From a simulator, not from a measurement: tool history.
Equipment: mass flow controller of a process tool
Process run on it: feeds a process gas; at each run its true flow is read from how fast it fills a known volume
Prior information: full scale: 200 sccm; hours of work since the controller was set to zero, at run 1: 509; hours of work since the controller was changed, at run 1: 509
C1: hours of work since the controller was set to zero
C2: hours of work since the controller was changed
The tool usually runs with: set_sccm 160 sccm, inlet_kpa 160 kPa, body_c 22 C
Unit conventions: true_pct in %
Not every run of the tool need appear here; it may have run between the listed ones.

run 1 hour=0 | set_sccm=160 inlet_kpa=160 body_c=22 | C1=509 C2=509 | true_pct=99.88
run 2 hour=103.2 | set_sccm=160 inlet_kpa=160 body_c=22 | C1=590 C2=590 | true_pct=99.81
run 3 hour=303.2 | set_sccm=160 inlet_kpa=160 body_c=22 | C1=748 C2=748 | true_pct=99.93
run 4 hour=454.9 | set_sccm=160 inlet_kpa=160 body_c=22 | C1=868 C2=868 | true_pct=99.81
run 5 hour=645.9 | set_sccm=160 inlet_kpa=180 body_c=22 | C1=1019 C2=1019 | true_pct=99.76
run 6 hour=762.7 | set_sccm=160 inlet_kpa=180 body_c=22 | C1=1111 C2=1111 | true_pct=99.62
run 7 hour=863.3 | set_sccm=160 inlet_kpa=180 body_c=22 | C1=1191 C2=1191 | true_pct=99.52
run 8 hour=995.4 | set_sccm=160 inlet_kpa=180 body_c=22 | C1=1295 C2=1295 | true_pct=99.58
run 9 hour=1187.7 | set_sccm=160 inlet_kpa=180 body_c=22 | C1=1447 C2=1447 | true_pct=99.48
run 10 hour=1336.3 | set_sccm=160 inlet_kpa=180 body_c=22 | C1=1564 C2=1564 | true_pct=99.46
run 11 hour=1494.7 | set_sccm=160 inlet_kpa=160 body_c=22 | C1=1689 C2=1689 | true_pct=99.51
run 12 hour=1633.9 | set_sccm=33 inlet_kpa=160 body_c=22 | C1=1799 C2=1799 | true_pct=98.98
run 13 hour=1801.7 | set_sccm=160 inlet_kpa=264 body_c=22 | C1=1932 C2=1932 | true_pct=98.86
run 14 hour=1899.8 | set_sccm=49 inlet_kpa=258 body_c=35 | C1=2009 C2=2009 | true_pct=99.09

Run 15 is up next; what results do you expect?
run 15 hour=2048 | set_sccm=58 inlet_kpa=196 body_c=30 | C1=2126 C2=2126 | true_pct=?

{"run 15": {"true_pct": 99.43}}
The same run, on a tool lacking any hidden state, would have yielded true_pct 99.9 %.
